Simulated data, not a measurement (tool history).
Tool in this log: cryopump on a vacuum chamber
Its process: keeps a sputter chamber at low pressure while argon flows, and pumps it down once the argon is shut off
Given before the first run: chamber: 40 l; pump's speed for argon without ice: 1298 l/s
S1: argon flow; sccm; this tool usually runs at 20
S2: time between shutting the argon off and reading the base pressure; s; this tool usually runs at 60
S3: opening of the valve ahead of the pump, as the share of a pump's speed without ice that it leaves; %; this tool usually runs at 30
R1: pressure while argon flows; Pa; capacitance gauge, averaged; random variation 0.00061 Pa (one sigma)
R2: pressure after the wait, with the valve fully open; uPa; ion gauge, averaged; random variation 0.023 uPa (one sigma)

Run 1, hour 0.0: usual settings. Result: R1 0.0891 Pa, R2 2.50 uPa.
Run 2, hour 15.7: usual settings. Result: R1 0.0885 Pa, R2 2.57 uPa.
Run 3, hour 51.5: usual settings but S1 30 sccm. Result: R1 0.1328 Pa, R2 2.52 uPa.
Run 4, hour 83.3: usual settings but S1 30 sccm, S3 39 %. Result: R1 0.1038 Pa, R2 2.57 uPa.
Run 5, hour 100.3: usual settings but S1 30 sccm, S3 39 %. Result: R1 0.1025 Pa, R2 2.60 uPa.
Run 6, hour 124.5: usual settings but S1 30 sccm, S3 39 %. Result: R1 0.1034 Pa, R2 2.55 uPa.
Run 7, hour 158.5: usual settings but S1 30 sccm, S3 45 %. Result: R1 0.0903 Pa, R2 2.57 uPa.
Run 8, hour 192.9: usual settings. Result: R1 0.0889 Pa, R2 2.61 uPa.
Run 9, hour 225.8: usual settings. Result: R1 0.0891 Pa, R2 2.61 uPa.
Run 10, hour 241.2: usual settings. Result: R1 0.0899 Pa, R2 2.68 uPa.
Run 11, hour 275.0: usual settings but S1 15 sccm. Result: R1 0.0667 Pa, R2 2.63 uPa.
Run 12, hour 302.0: usual settings but S3 25 %. Result: R1 0.1072 Pa, R2 2.63 uPa.
Run 13, hour 338.7: usual settings but S3 25 %. Result: R1 0.1063 Pa, R2 2.70 uPa.
Run 14, hour 370.8: usual settings but S3 25 %. Result: R1 0.1081 Pa, R2 2.73 uPa.
Run 15, hour 406.3: usual settings but S3 25 %. Result: R1 0.1065 Pa, R2 2.64 uPa.
Run 16, hour 424.8: usual settings but S2 73 s. Result: R1 0.0896 Pa, R2 2.61 uPa.
Run 17, hour 440.1: usual settings. Result: R1 0.0891 Pa, R2 2.72 uPa.

Estimate the outcome of run 18 from the log above:
Run 18, hour 459.0: usual settings. Result: R1 ?, R2 ?.

R1: 0.0893 Pa
R2: 2.67 uPa
If the tool had no hidden condition, the same run with the same run-to-run variation would have returned R1 0.0864 Pa, R2 0.71 uPa.
